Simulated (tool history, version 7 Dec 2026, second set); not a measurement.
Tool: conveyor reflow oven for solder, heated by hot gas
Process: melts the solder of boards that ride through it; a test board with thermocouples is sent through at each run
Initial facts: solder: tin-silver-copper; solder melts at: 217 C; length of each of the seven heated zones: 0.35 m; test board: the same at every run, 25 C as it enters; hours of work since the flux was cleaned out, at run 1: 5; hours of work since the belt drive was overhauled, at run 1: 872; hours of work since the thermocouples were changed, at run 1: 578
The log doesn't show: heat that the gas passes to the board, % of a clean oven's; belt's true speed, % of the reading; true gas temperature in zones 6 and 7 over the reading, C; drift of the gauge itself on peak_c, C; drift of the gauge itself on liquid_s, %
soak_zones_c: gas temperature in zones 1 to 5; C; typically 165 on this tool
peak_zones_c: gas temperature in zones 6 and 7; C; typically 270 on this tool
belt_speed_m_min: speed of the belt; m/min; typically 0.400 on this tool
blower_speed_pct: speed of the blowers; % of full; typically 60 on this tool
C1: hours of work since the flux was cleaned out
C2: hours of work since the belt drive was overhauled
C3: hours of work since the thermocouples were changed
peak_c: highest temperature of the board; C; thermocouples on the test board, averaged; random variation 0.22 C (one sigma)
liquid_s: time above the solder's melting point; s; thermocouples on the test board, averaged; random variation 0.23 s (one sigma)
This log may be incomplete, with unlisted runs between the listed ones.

Run 1, hour 0.0: usual settings; C1 5; C2 872; C3 578. Result: peak_c 258.6 C, liquid_s 83.5 s.
Run 2, hour 15.1: usual settings; C1 17; C2 884; C3 589. Result: peak_c 258.5 C, liquid_s 83.3 s.
Run 3, hour 25.5: usual settings; C1 24; C2 891; C3 597. Result: peak_c 258.1 C, liquid_s 83.2 s.
Run 4, hour 39.1: usual settings but blower_speed_pct 50 % of full; C1 35; C2 901; C3 607. Result: peak_c 255.8 C, liquid_s 80.6 s.
Run 5, hour 50.4: usual settings but blower_speed_pct 50 % of full; C1 43; C2 910; C3 616. Result: peak_c 255.9 C, liquid_s 80.3 s.
Run 6, hour 69.2: usual settings but blower_speed_pct 50 % of full; C1 57; C2 924; C3 630. Result: peak_c 255.7 C, liquid_s 80.3 s.
Run 7, hour 80.4: usual settings but blower_speed_pct 50 % of full; C1 65; C2 932; C3 638. Result: peak_c 255.5 C, liquid_s 80.6 s.
Run 8, hour 93.8: usual settings but peak_zones_c 259 C, blower_speed_pct 50 % of full; C1 75; C2 942; C3 648. Result: peak_c 245.5 C, liquid_s 69.7 s.
Run 9, hour 102.6: usual settings; C1 82; C2 948; C3 654. Result: peak_c 258.1 C, liquid_s 82.9 s.
Run 10, hour 115.5: usual settings but blower_speed_pct 67 % of full; C1 91; C2 958; C3 664. Result: peak_c 259.0 C, liquid_s 83.8 s.
Run 11, hour 134.5: usual settings but blower_speed_pct 63 % of full; C1 105; C2 972; C3 678. Result: peak_c 258.6 C, liquid_s 83.3 s.
Run 12, hour 149.6: usual settings but blower_speed_pct 63 % of full; C1 117; C2 983; C3 689. Result: peak_c 258.0 C, liquid_s 83.0 s.
Run 13, hour 158.7: usual settings but blower_speed_pct 63 % of full; C1 123; C2 990; C3 696. Result: peak_c 257.9 C, liquid_s 83.3 s.
Run 14, hour 170.6: usual settings but blower_speed_pct 63 % of full; C1 132; C2 999; C3 705. Result: peak_c 258.1 C, liquid_s 83.1 s.
Run 15, hour 183.5: usual settings but soak_zones_c 169 C, blower_speed_pct 56 % of full; C1 142; C2 1009; C3 715. Result: peak_c 257.3 C, liquid_s 83.7 s.
Run 16, hour 199.7: usual settings but soak_zones_c 178 C, peak_zones_c 278 C, belt_speed_m_min 0.331 m/min, blower_speed_pct 65 % of full; C1 154; C2 1021; C3 727. Result: peak_c 271.5 C, liquid_s 118.8 s.
Run 17, hour 216.8: usual settings but soak_zones_c 178 C, peak_zones_c 278 C, belt_speed_m_min 0.331 m/min, blower_speed_pct 65 % of full; C1 166; C2 1033; C3 739. Result: peak_c 271.1 C, liquid_s 119.0 s.
At hour 223.2: flux residue cleaned out of gas plates and filters.
Run 18, hour 230.7: usual settings but soak_zones_c 156 C, peak_zones_c 285 C, belt_speed_m_min 0.355 m/min, blower_speed_pct 79 % of full; C1 6; C2 1040; C3 746. Result: peak_c 275.8 C, liquid_s 104.5 s.
Run 19, hour 240.8: usual settings but soak_zones_c 171 C, peak_zones_c 285 C, belt_speed_m_min 0.395 m/min, blower_speed_pct 79 % of full; C1 13; C2 1047; C3 753. Result: peak_c 274.4 C, liquid_s 97.9 s.
Run 20, hour 249.5: usual settings but soak_zones_c 170 C, peak_zones_c 285 C, belt_speed_m_min 0.350 m/min, blower_speed_pct 79 % of full; C1 19; C2 1054; C3 760. Result: peak_c 277.0 C, liquid_s 112.2 s.
Run 21, hour 258.9: usual settings but peak_zones_c 267 C, blower_speed_pct 74 % of full; C1 26; C2 1061; C3 767. Result: peak_c 255.6 C, liquid_s 81.4 s.
Run 22, hour 275.5: usual settings but blower_speed_pct 51 % of full; C1 39; C2 1073; C3 779. Result: peak_c 254.2 C, liquid_s 78.9 s.
Run 23, hour 289.6: usual settings but blower_speed_pct 51 % of full; C1 49; C2 1084; C3 790. Result: peak_c 254.3 C, liquid_s 78.3 s.
Run 24, hour 303.4: usual settings but soak_zones_c 176 C, blower_speed_pct 51 % of full; C1 60; C2 1094; C3 800. Result: peak_c 256.1 C, liquid_s 85.7 s.
Run 25, hour 323.8: usual settings but peak_zones_c 259 C; C1 75; C2 1109; C3 815. Result: peak_c 245.9 C, liquid_s 70.7 s.
Run 26, hour 343.1: usual settings but peak_zones_c 259 C; C1 89; C2 1123; C3 829. Result: peak_c 245.6 C, liquid_s 70.2 s.
At hour 352.5: belt drive overhauled, speed set with a stopwatch.
At hour 359.0: flux residue cleaned out of gas plates and filters, once more.
Run 27, hour 372.5: usual settings but peak_zones_c 259 C, belt_speed_m_min 0.331 m/min, blower_speed_pct 81 % of full; C1 10; C2 11; C3 844. Result: peak_c 253.5 C, liquid_s 99.7 s.

Each row is a separate what-if for the run after 27, all from the same tool condition, not one after another. Results?
Run A, hour 381.7: usual settings but soak_zones_c 180 C, peak_zones_c 280 C, blower_speed_pct 70 % of full; C1 17; C2 18; C3 851. Result: peak_c ?, liquid_s ?.
Run B, hour 381.7: usual settings but soak_zones_c 167 C, peak_zones_c 260 C, belt_speed_m_min 0.351 m/min; C1 17; C2 18; C3 851. Result: peak_c ?, liquid_s ?.
Run C, hour 381.7: usual settings but peak_zones_c 271 C, belt_speed_m_min 0.364 m/min, blower_speed_pct 81 % of full; C1 17; C2 18; C3 851. Result: peak_c ?, liquid_s ?.
Run D, hour 381.7: usual settings but soak_zones_c 178 C, peak_zones_c 277 C, belt_speed_m_min 0.331 m/min, blower_speed_pct 51 % of full; C1 17; C2 18; C3 851. Result: peak_c ?, liquid_s ?.
Run E, hour 381.7: usual settings but peak_zones_c 284 C, belt_speed_m_min 0.339 m/min, blower_speed_pct 68 % of full; C1 17; C2 18; C3 851. Result: peak_c ?, liquid_s ?.

run  peak_c  liquid_s
  A   270.2      96.7
  B   251.2      89.7
  C   263.6      97.0
  D   268.6     115.0
  E   276.4     111.7
Without the tool's hidden state the same runs would have given:
run  peak_c  liquid_s
  A   271.5      97.4
  B   252.4      91.0
  C   264.8      98.0
  D   269.8     115.8
  E   277.7     112.4
